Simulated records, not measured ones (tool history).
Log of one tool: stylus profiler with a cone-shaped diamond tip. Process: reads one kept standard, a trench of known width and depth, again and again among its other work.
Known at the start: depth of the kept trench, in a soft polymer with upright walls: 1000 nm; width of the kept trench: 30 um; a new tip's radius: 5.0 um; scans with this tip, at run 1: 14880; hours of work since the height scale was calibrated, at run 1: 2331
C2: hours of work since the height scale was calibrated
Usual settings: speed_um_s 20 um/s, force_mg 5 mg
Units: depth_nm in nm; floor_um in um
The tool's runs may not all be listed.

{"run": 1, "day": 0.0, "speed_um_s": 20, "force_mg": 5, "scans with this tip": 14880, "C2": 2331, "depth_nm": 1011.12, "floor_um": 21.08}
{"run": 2, "day": 4.742, "speed_um_s": 20, "force_mg": 5, "scans with this tip": 15233, "C2": 2386, "depth_nm": 1010.09, "floor_um": 21.07}
{"day": 7.962, "done": "height scale calibrated on a step standard"}
{"run": 3, "day": 8.0, "speed_um_s": 20, "force_mg": 5, "scans with this tip": 15474, "C2": 0, "depth_nm": 1017.18, "floor_um": 20.99}
{"run": 4, "day": 11.454, "speed_um_s": 20, "force_mg": 13.95, "scans with this tip": 15730, "C2": 41, "depth_nm": 1035.03, "floor_um": 21.01}
{"run": 5, "day": 15.862, "speed_um_s": 20, "force_mg": 13.95, "scans with this tip": 16059, "C2": 92, "depth_nm": 1034.52, "floor_um": 20.91}
{"run": 6, "day": 19.008, "speed_um_s": 20, "force_mg": 13.95, "scans with this tip": 16293, "C2": 129, "depth_nm": 1034.47, "floor_um": 20.89}
{"run": 7, "day": 21.479, "speed_um_s": 20, "force_mg": 5, "scans with this tip": 16477, "C2": 158, "depth_nm": 1016.83, "floor_um": 20.89}
{"run": 8, "day": 24.321, "speed_um_s": 20, "force_mg": 5, "scans with this tip": 16688, "C2": 191, "depth_nm": 1016.88, "floor_um": 20.88}
{"run": 9, "day": 27.038, "speed_um_s": 20, "force_mg": 5, "scans with this tip": 16891, "C2": 222, "depth_nm": 1016.43, "floor_um": 20.81}
{"run": 10, "day": 31.138, "speed_um_s": 40, "force_mg": 5, "scans with this tip": 17196, "C2": 270, "depth_nm": 1016.71, "floor_um": 20.74}
{"run": 11, "day": 36.267, "speed_um_s": 40, "force_mg": 5, "scans with this tip": 17577, "C2": 330, "depth_nm": 1016.22, "floor_um": 20.69}
{"run": 12, "day": 38.883, "speed_um_s": 20, "force_mg": 1.73, "scans with this tip": 17772, "C2": 361, "depth_nm": 1007.01, "floor_um": 20.61}
{"run": 13, "day": 42.621, "speed_um_s": 20, "force_mg": 1.73, "scans with this tip": 18050, "C2": 404, "depth_nm": 1007.16, "floor_um": 20.64}
{"run": 14, "day": 47.279, "speed_um_s": 20, "force_mg": 1.73, "scans with this tip": 18397, "C2": 458, "depth_nm": 1006.57, "floor_um": 20.56}
{"run": 15, "day": 52.3, "speed_um_s": 20, "force_mg": 1.73, "scans with this tip": 18771, "C2": 517, "depth_nm": 1006.47, "floor_um": 20.52}
{"run": 16, "day": 57.596, "speed_um_s": 20, "force_mg": 5, "scans with this tip": 19165, "C2": 579, "depth_nm": 1015.43, "floor_um": 20.51}
{"run": 17, "day": 61.438, "speed_um_s": 20, "force_mg": 5, "scans with this tip": 19451, "C2": 624, "depth_nm": 1014.95, "floor_um": 20.46}
{"run": 18, "day": 64.212, "speed_um_s": 20, "force_mg": 5, "scans with this tip": 19658, "C2": 656, "depth_nm": 1015.26, "floor_um": 20.38}
{"run": 19, "day": 66.596, "speed_um_s": 20, "force_mg": 5, "scans with this tip": 19835, "C2": 684, "depth_nm": 1015.04, "floor_um": 20.44}
{"run": 20, "day": 71.708, "speed_um_s": 11, "force_mg": 5, "scans with this tip": 20216, "C2": 743, "depth_nm": 1014.85, "floor_um": 20.4}
{"run": 21, "day": 74.133, "speed_um_s": 11, "force_mg": 5, "scans with this tip": 20396, "C2": 772, "depth_nm": 1014.88, "floor_um": 20.32}
{"run": 22, "day": 79.442, "speed_um_s": 5, "force_mg": 5, "scans with this tip": 20792, "C2": 834, "depth_nm": 1014.13, "floor_um": 20.33}
{"run": 23, "day": 83.6, "speed_um_s": 5, "force_mg": 6.5, "scans with this tip": 21101, "C2": 882, "depth_nm": 1017.72, "floor_um": 20.27}
{"run": 24, "day": 86.55, "speed_um_s": 20, "force_mg": 5, "scans with this tip": 21321, "C2": 916, "depth_nm": 1014.05, "floor_um": 20.21}
{"run": 25, "day": 88.817, "speed_um_s": 39, "force_mg": 1.67, "scans with this tip": 21489, "C2": 943, "depth_nm": 1004.98, "floor_um": 19.98}
{"run": 26, "day": 91.583, "speed_um_s": 18, "force_mg": 14.44, "scans with this tip": 21695, "C2": 975, "depth_nm": 1032.42, "floor_um": 20.12}
{"run": 27, "day": 95.017, "speed_um_s": 18, "force_mg": 14.44, "scans with this tip": 21951, "C2": 1015, "depth_nm": 1032.12, "floor_um": 20.14}
{"run": 28, "day": 99.479, "speed_um_s": 7, "force_mg": 7.11, "scans with this tip": 22283, "C2": 1067, "depth_nm": 1018.69, "floor_um": 20.11}
{"run": 29, "day": 102.875, "speed_um_s": 11, "force_mg": 11.67, "scans with this tip": 22536, "C2": 1107, "depth_nm": 1027.07, "floor_um": 20.1}
{"run": 30, "day": 105.858, "speed_um_s": 11, "force_mg": 11.67, "scans with this tip": 22758, "C2": 1142, "depth_nm": 1027.03, "floor_um": 20.03}
{"run": 31, "day": 108.188, "speed_um_s": 23, "force_mg": 14.5, "scans with this tip": 22931, "C2": 1169, "depth_nm": 1031.95, "floor_um": 20.07}
{"run": 32, "day": 111.633, "speed_um_s": 31, "force_mg": 2.49, "scans with this tip": 23188, "C2": 1209, "depth_nm": 1006.72, "floor_um": 19.91}
{"run": 33, "day": 113.933, "speed_um_s": 31, "force_mg": 2.49, "scans with this tip": 23359, "C2": 1236, "depth_nm": 1006.76, "floor_um": 19.85}
{"run": 34, "day": 118.633, "speed_um_s": 44, "force_mg": 14.52, "scans with this tip": 23709, "C2": 1290, "depth_nm": 1031.62, "floor_um": 19.92}
{"run": 35, "day": 121.596, "speed_um_s": 6, "force_mg": 1.86, "scans with this tip": 23929, "C2": 1325, "depth_nm": 1004.23, "floor_um": 19.89}
{"run": 36, "day": 124.038, "speed_um_s": 6, "force_mg": 1.86, "scans with this tip": 24111, "C2": 1354, "depth_nm": 1003.94, "floor_um": 19.84}
{"run": 37, "day": 129.121, "speed_um_s": 6, "force_mg": 1.86, "scans with this tip": 24489, "C2": 1413, "depth_nm": 1003.93, "floor_um": 19.81}
{"run": 38, "day": 133.121, "speed_um_s": 20, "force_mg": 5, "scans with this tip": 24787, "C2": 1459, "depth_nm": 1012.78, "floor_um": 19.75}
{"run": 39, "day": 136.729, "speed_um_s": 32, "force_mg": 7.43, "scans with this tip": 25056, "C2": 1502, "depth_nm": 1018.12, "floor_um": 19.74}
{"run": 40, "day": 141.442, "speed_um_s": 11, "force_mg": 8.38, "scans with this tip": 25407, "C2": 1556, "depth_nm": 1020.3, "floor_um": 19.71}
{"run": 41, "day": 143.621, "speed_um_s": 11, "force_mg": 8.38, "scans with this tip": 25569, "C2": 1582, "depth_nm": 1019.4, "floor_um": 19.7}
{"run": 42, "day": 148.446, "speed_um_s": 11, "force_mg": 8.38, "scans with this tip": 25928, "C2": 1638, "depth_nm": 1019.54, "floor_um": 19.64}
{"run": 43, "day": 152.917, "speed_um_s": 11, "force_mg": 8.38, "scans with this tip": 26261, "C2": 1690, "depth_nm": 1019.24, "floor_um": 19.66}
{"run": 44, "day": 155.117, "speed_um_s": 38, "force_mg": 3.48, "scans with this tip": 26424, "C2": 1716, "depth_nm": 1007.83, "floor_um": 19.46}
{"run": 45, "day": 157.892, "speed_um_s": 20, "force_mg": 10.92, "scans with this tip": 26631, "C2": 1748, "depth_nm": 1023.74, "floor_um": 19.54}

Forecast each of these 4 alternatives for the next run:
{"run": "A", "day": 160.458, "speed_um_s": 21, "force_mg": 2.78, "scans with this tip": 26822, "C2": 1778, "depth_nm": "?", "floor_um": "?"}
{"run": "B", "day": 160.458, "speed_um_s": 20, "force_mg": 9.32, "scans with this tip": 26822, "C2": 1778, "depth_nm": "?", "floor_um": "?"}
{"run": "C", "day": 160.458, "speed_um_s": 49, "force_mg": 9.44, "scans with this tip": 26822, "C2": 1778, "depth_nm": "?", "floor_um": "?"}
{"run": "D", "day": 160.458, "speed_um_s": 15, "force_mg": 11.14, "scans with this tip": 26822, "C2": 1778, "depth_nm": "?", "floor_um": "?"}

run=A depth_nm=1005.71 floor_um=19.44
run=B depth_nm=1020.78 floor_um=19.57
run=C depth_nm=1020.59 floor_um=19.47
run=D depth_nm=1024.1 floor_um=19.52
Without the tool's hidden state the same runs would have given:
run=A depth_nm=1011.99 floor_um=23.88
run=B depth_nm=1027.15 floor_um=24.01
run=C depth_nm=1026.95 floor_um=23.92
run=D depth_nm=1030.48 floor_um=23.96
